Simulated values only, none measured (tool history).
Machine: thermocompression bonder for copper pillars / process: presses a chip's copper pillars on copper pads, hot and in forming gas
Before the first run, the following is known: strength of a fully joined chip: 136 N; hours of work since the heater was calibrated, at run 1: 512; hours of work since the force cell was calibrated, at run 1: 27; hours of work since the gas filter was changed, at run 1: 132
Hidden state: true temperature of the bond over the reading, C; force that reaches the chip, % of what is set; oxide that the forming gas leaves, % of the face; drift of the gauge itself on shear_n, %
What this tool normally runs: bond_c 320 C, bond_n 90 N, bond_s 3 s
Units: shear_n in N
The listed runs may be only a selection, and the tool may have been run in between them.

run  hour  bond_c  bond_n  bond_s  hours of work since the heater was calibrated  hours of work since the force cell was calibrated  hours of work since the gas filter was changed  shear_n
  1   0.0     320      90       3                                            512                                                 27                                             132     74.1
  2   6.3     320      90       3                                            515                                                 30                                             136     74.9
  3  16.6     320      90       3                                            521                                                 36                                             142     73.8
  4  22.1     320      90       3                                            524                                                 39                                             145     74.0
  5  27.1     320      90       3                                            527                                                 42                                             148     74.7
  6  34.9     320      90       2                                            532                                                 47                                             152     65.3
  7  42.0     320      90       2                                            536                                                 51                                             156     64.2
  8  47.0     320      90       2                                            539                                                 53                                             159     63.5
  9  58.3     301      90       2                                            545                                                 60                                             166     50.1
 10  67.5     320     104       5                                            550                                                 65                                             171     96.6
 11  75.7     332     104       5                                            555                                                 70                                             176    105.2
     81.1  -- forming gas filter changed
 12  82.9     342      61       2                                            559                                                 74                                               1     60.8

Take each entry between the runs: how does the hidden state at the last listed run before it differ from the hidden state at the first listed run after it?
From run 11 to run 12: forming gas filter changed (hour 81.1)
  oxide that the forming gas leaves, % of the face: 0.62 -> 0.5
